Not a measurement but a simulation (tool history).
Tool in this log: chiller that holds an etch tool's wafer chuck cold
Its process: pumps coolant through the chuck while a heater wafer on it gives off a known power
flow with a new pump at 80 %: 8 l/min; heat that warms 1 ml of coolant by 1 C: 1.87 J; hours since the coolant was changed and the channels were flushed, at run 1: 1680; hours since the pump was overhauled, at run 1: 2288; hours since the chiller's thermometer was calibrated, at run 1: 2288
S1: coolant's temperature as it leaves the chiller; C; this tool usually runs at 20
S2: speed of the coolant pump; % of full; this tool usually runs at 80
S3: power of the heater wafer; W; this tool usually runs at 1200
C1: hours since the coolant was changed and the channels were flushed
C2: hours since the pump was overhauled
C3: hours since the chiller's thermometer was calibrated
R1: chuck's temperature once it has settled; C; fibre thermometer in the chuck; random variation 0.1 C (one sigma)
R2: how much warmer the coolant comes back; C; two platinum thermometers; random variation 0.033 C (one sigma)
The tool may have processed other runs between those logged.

{"run": 1, "hour": 0.0, "S1": 20, "S2": 80, "S3": 1200, "C1": 1680, "C2": 2288, "C3": 2288, "R1": 30.9, "R2": 5.33}
{"run": 2, "hour": 55.3, "S1": 20, "S2": 80, "S3": 1200, "C1": 1735, "C2": 2343, "C3": 2343, "R1": 30.9, "R2": 5.39}
{"run": 3, "hour": 122.5, "S1": 20, "S2": 80, "S3": 1200, "C1": 1803, "C2": 2410, "C3": 2410, "R1": 31, "R2": 5.41}
{"run": 4, "hour": 174.5, "S1": 20, "S2": 80, "S3": 1200, "C1": 1855, "C2": 2462, "C3": 2462, "R1": 31, "R2": 5.42}
{"run": 5, "hour": 229.7, "S1": 20, "S2": 80, "S3": 1200, "C1": 1910, "C2": 2518, "C3": 2518, "R1": 30.9, "R2": 5.41}
{"run": 6, "hour": 314.1, "S1": 20, "S2": 80, "S3": 1200, "C1": 1994, "C2": 2602, "C3": 2602, "R1": 31.1, "R2": 5.44}
{"run": 7, "hour": 376.2, "S1": 20, "S2": 80, "S3": 1200, "C1": 2056, "C2": 2664, "C3": 2664, "R1": 31.1, "R2": 5.46}
{"run": 8, "hour": 428.2, "S1": 20, "S2": 80, "S3": 1200, "C1": 2108, "C2": 2716, "C3": 2716, "R1": 31.3, "R2": 5.52}
{"run": 9, "hour": 486.8, "S1": 20, "S2": 80, "S3": 1200, "C1": 2167, "C2": 2775, "C3": 2775, "R1": 31.3, "R2": 5.47}
{"hour": 492.1, "done": "chiller's thermometer calibrated"}
{"run": 10, "hour": 544.1, "S1": 17, "S2": 80, "S3": 1200, "C1": 2223, "C2": 2831, "C3": 52, "R1": 28.2, "R2": 5.53}
{"run": 11, "hour": 581.5, "S1": 17, "S2": 78, "S3": 1200, "C1": 2261, "C2": 2868, "C3": 89, "R1": 28.5, "R2": 5.7}
{"run": 12, "hour": 635.9, "S1": 29, "S2": 78, "S3": 968, "C1": 2315, "C2": 2923, "C3": 144, "R1": 38.1, "R2": 4.58}
{"run": 13, "hour": 709.3, "S1": 14, "S2": 80, "S3": 754, "C1": 2388, "C2": 2996, "C3": 217, "R1": 21, "R2": 3.55}
{"run": 14, "hour": 762.3, "S1": 14, "S2": 80, "S3": 754, "C1": 2441, "C2": 3049, "C3": 270, "R1": 21, "R2": 3.45}
{"hour": 799.3, "done": "chiller's thermometer calibrated, once more"}
{"run": 15, "hour": 807.1, "S1": 27, "S2": 60, "S3": 911, "C1": 2485, "C2": 3093, "C3": 8, "R1": 38.8, "R2": 5.82}
{"hour": 845.8, "done": "coolant changed, channels flushed"}
{"run": 16, "hour": 853.5, "S1": 20, "S2": 100, "S3": 699, "C1": 8, "C2": 3133, "C3": 48, "R1": 25.1, "R2": 2.54}
{"run": 17, "hour": 932.3, "S1": 20, "S2": 100, "S3": 699, "C1": 86, "C2": 3212, "C3": 127, "R1": 25.2, "R2": 2.57}
{"run": 18, "hour": 992.8, "S1": 20, "S2": 61, "S3": 827, "C1": 147, "C2": 3273, "C3": 187, "R1": 29.3, "R2": 5.25}

Branching from run 18: 4 alternative next runs. What would each branch give?
{"run": "A", "hour": 1051.1, "S1": 20, "S2": 77, "S3": 827, "C1": 205, "C2": 3331, "C3": 246, "R1": "?", "R2": "?"}
{"run": "B", "hour": 1051.1, "S1": 10, "S2": 80, "S3": 1200, "C1": 205, "C2": 3331, "C3": 246, "R1": "?", "R2": "?"}
{"run": "C", "hour": 1051.1, "S1": 14, "S2": 67, "S3": 1479, "C1": 205, "C2": 3331, "C3": 246, "R1": "?", "R2": "?"}
{"run": "D", "hour": 1051.1, "S1": 16, "S2": 76, "S3": 827, "C1": 205, "C2": 3331, "C3": 246, "R1": "?", "R2": "?"}

run=A R1=27.6 R2=4.08
run=B R1=20.6 R2=5.68
run=C R1=29.6 R2=8.47
run=D R1=23.8 R2=4.15
What these runs would have given with no unlogged condition in the tool:
run=A R1=26.6 R2=3.45
run=B R1=19.1 R2=4.8
run=C R1=27.4 R2=7.16
run=D R1=22.8 R2=3.52
